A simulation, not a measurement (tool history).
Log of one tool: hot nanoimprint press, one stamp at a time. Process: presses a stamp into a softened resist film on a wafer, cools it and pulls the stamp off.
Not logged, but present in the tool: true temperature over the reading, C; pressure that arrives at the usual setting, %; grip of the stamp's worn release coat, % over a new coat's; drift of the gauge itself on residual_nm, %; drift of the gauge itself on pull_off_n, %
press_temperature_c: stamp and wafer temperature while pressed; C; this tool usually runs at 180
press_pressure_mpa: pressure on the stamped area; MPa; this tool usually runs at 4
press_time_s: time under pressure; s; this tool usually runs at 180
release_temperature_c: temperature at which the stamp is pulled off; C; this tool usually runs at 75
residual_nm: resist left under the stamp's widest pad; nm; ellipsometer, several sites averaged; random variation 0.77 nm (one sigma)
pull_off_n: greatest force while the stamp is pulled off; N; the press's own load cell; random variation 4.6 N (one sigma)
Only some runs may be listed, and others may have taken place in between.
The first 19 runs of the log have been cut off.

run,hour,press_temperature_c,press_pressure_mpa,press_time_s,release_temperature_c,hours of work since the thermocouple was calibrated,imprints on the stamp's release coat,hours of work since the press's seals were changed,residual_nm,pull_off_n
20,108.4,183,6.27,180,64,299,2134,242,114,275
21,113.8,190,2.76,101,65,302,2145,245,161.8,263
22,117.9,171,4,180,75,304,2153,248,219.2,236
23,123.8,180,4.72,180,75,308,2165,251,145.7,224
24,133.2,180,4.9,180,81,313,2184,256,143,203
25,139.8,180,4.9,180,81,317,2197,260,143.1,202
26,144.5,180,4.9,180,81,319,2207,263,143,204
27,148.5,180,4.9,180,81,321,2215,265,144.8,209
28,154.3,180,4.9,180,81,325,2226,268,143.5,198
29,163.4,189,6.24,149,81,330,2245,273,96.9,206
30,167.7,189,6.24,149,81,332,2253,276,96.6,216

Alternative continuations, all from the tool just after run 30; predict every row:
A,171.5,189,3.33,133,81,334,2261,278,?,?
B,171.5,190,4.81,149,81,334,2261,278,?,?
C,171.5,189,6.24,197,81,334,2261,278,?,?
D,171.5,189,6.24,166,81,334,2261,278,?,?

run,residual_nm,pull_off_n
A,136.4,199
B,106.1,205
C,85.3,205
D,92.9,207
Had the tool no hidden state, the same runs would have come out as:
run,residual_nm,pull_off_n
A,136.5,197
B,106.2,203
C,85.4,203
D,93,206
